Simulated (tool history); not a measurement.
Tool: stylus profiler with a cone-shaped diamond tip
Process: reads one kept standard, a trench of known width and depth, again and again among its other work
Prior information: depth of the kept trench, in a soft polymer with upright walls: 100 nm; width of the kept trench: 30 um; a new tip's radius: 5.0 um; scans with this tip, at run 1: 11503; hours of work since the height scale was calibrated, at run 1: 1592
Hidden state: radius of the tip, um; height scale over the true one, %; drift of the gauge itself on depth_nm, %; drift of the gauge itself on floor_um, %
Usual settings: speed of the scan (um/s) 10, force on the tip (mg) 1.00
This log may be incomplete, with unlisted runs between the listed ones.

run,hour,speed of the scan (um/s),force on the tip (mg),scans with this tip,hours of work since the height scale was calibrated,depth of the trench (nm),width of the trench's floor (um)
1,0.0,10,1.00,11503,1592,100.77,27.43
2,126.6,10,1.00,11917,1649,101.00,27.42
3,262.9,10,1.00,12363,1711,100.86,27.38
4,332.3,10,1.00,12590,1743,101.20,27.34
5,450.7,10,1.00,12977,1796,100.90,27.34
6,573.0,10,1.00,13377,1852,101.08,27.27
7,631.9,10,1.87,13570,1878,101.68,27.32
8,750.3,10,1.87,13957,1932,101.22,27.33
9,863.3,10,1.00,14326,1983,101.19,27.25
10,959.8,10,1.00,14642,2027,101.32,27.23
11,1049.3,10,0.72,14935,2067,101.20,27.25
12,1124.8,10,0.72,15182,2101,101.17,27.23
13,1215.0,10,0.72,15477,2142,101.12,27.21
14,1293.0,10,1.00,15732,2177,101.08,27.22
# hour 1322.9: height scale calibrated on a step standard
15,1420.9,10,1.00,16149,44,101.72,27.16
16,1544.6,10,1.00,16553,100,101.65,27.18
17,1622.4,10,1.00,16808,136,101.69,27.15
18,1761.7,10,0.62,17263,199,101.52,27.13
19,1889.5,10,0.62,17681,256,101.77,27.07
# hour 1940.6: height scale calibrated on a step standard, once more
20,1961.6,10,0.62,17915,9,100.39,27.07
21,2034.6,10,0.62,18154,43,100.33,27.08
22,2167.4,10,0.62,18588,103,100.38,27.13
23,2301.0,10,0.62,19025,163,100.35,26.99
24,2373.0,10,0.62,19261,196,100.19,27.04
25,2435.0,36,0.66,19464,224,100.39,26.86
26,2576.3,36,0.66,19926,288,100.24,26.95
27,2698.8,12,1.17,20326,343,100.56,27.02
28,2809.0,21,1.17,20687,393,100.59,26.95
29,2877.3,11,1.78,20910,424,100.75,26.97
30,2944.8,11,1.78,21131,455,100.65,26.99
31,3044.9,11,0.80,21458,500,100.47,26.95
32,3163.9,4,1.00,21848,554,100.65,26.94
33,3225.2,40,0.82,22048,582,100.60,26.80
34,3338.1,15,0.70,22418,633,100.70,26.89
35,3442.8,4,2.26,22760,680,100.89,26.92
36,3505.2,4,2.71,22964,708,101.09,26.95
37,3583.1,13,0.85,23218,744,100.72,26.85
# hour 3621.9: new tip fitted, height scale calibrated
38,3683.0,16,0.45,200,28,100.18,27.96
39,3791.9,9,0.72,556,77,100.23,27.97
40,3911.8,8,0.36,948,131,100.35,27.90
41,4024.4,8,0.36,1316,182,100.29,27.92
42,4094.6,10,0.38,1546,214,100.32,27.91
43,4199.8,5,1.59,1890,262,100.57,27.91

Predict the results of run 44:
44,4267.9,5,1.59,2113,292,?,?

depth of the trench (nm): 100.81
width of the trench's floor (um): 27.90
With no hidden state in the tool, this same run would have given depth of the trench (nm) 100.61, width of the trench's floor (um) 28.02.
